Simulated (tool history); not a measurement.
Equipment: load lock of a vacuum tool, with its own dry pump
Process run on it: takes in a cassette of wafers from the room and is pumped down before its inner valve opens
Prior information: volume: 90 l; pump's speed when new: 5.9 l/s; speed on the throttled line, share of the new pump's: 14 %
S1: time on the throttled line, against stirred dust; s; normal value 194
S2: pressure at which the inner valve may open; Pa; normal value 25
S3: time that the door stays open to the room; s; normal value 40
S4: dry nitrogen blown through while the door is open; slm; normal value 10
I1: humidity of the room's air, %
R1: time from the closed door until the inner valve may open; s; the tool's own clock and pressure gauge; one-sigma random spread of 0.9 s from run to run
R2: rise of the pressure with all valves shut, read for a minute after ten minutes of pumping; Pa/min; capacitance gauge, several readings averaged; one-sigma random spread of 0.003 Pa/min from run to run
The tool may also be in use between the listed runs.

run 1 hour=0 | S1=194 S2=25 S3=40 S4=10 | I1=43.6 | R1=296.4 R2=0.137
run 2 hour=73.7 | S1=194 S2=25 S3=40 S4=10 | I1=43.3 | R1=294.9 R2=0.129
run 3 hour=162.9 | S1=194 S2=25 S3=40 S4=10 | I1=45.4 | R1=294.2 R2=0.136
run 4 hour=271.5 | S1=194 S2=25 S3=83 S4=10 | I1=46.6 | R1=296.1 R2=0.169
run 5 hour=339.9 | S1=194 S2=25 S3=83 S4=10 | I1=45.4 | R1=295.7 R2=0.169
run 6 hour=413.2 | S1=194 S2=25 S3=83 S4=10 | I1=43.1 | R1=296.2 R2=0.167
run 7 hour=471.1 | S1=194 S2=25 S3=40 S4=6 | I1=42.9 | R1=295.9 R2=0.152
run 8 hour=553.1 | S1=194 S2=25 S3=40 S4=8 | I1=44.3 | R1=295.4 R2=0.153
run 9 hour=628 | S1=194 S2=25 S3=40 S4=8 | I1=47.3 | R1=297 R2=0.155
run 10 hour=687.6 | S1=189 S2=25 S3=40 S4=10 | I1=45.7 | R1=291.8 R2=0.15
run 11 hour=813.7 | S1=189 S2=25 S3=35 S4=10 | I1=45.7 | R1=292.3 R2=0.157
run 12 hour=902.9 | S1=189 S2=25 S3=35 S4=10 | I1=47.9 | R1=293.1 R2=0.159
run 13 hour=1016.4 | S1=189 S2=25 S3=35 S4=10 | I1=44.2 | R1=293.8 R2=0.161
run 14 hour=1072.7 | S1=194 S2=25 S3=40 S4=5 | I1=42.9 | R1=296.2 R2=0.173
run 15 hour=1158 | S1=194 S2=25 S3=40 S4=5 | I1=42 | R1=297.5 R2=0.176
run 16 hour=1266.7 | S1=194 S2=25 S3=40 S4=10 | I1=45.9 | R1=296.4 R2=0.172
run 17 hour=1328.2 | S1=194 S2=25 S3=40 S4=12 | I1=44.8 | R1=297.5 R2=0.176
run 18 hour=1448.6 | S1=194 S2=25 S3=40 S4=12 | I1=42.1 | R1=297.2 R2=0.174
run 19 hour=1544.9 | S1=292 S2=36 S3=62 S4=6 | I1=46.7 | R1=374.4 R2=0.199
run 20 hour=1618.9 | S1=194 S2=24 S3=139 S4=10 | I1=48.3 | R1=297.2 R2=0.242
run 21 hour=1697.8 | S1=252 S2=36 S3=45 S4=10 | I1=40.5 | R1=340.7 R2=0.19
run 22 hour=1822.9 | S1=302 S2=24 S3=76 S4=14 | I1=42.2 | R1=389.8 R2=0.209
run 23 hour=1945.2 | S1=302 S2=24 S3=76 S4=14 | I1=42.2 | R1=390.1 R2=0.205
run 24 hour=2034.5 | S1=266 S2=24 S3=94 S4=14 | I1=43.9 | R1=359 R2=0.229

Run 25 has not been measured yet. What should we expect?
run 25 hour=2165.4 | S1=111 S2=25 S3=31 S4=9 | I1=42.7 | R1=? R2=?

Run 25 produced R1 227.8 s, R2 0.208 Pa/min.
Had the tool carried no hidden state, the very same run would have given R1 222.7 s, R2 0.033 Pa/min.
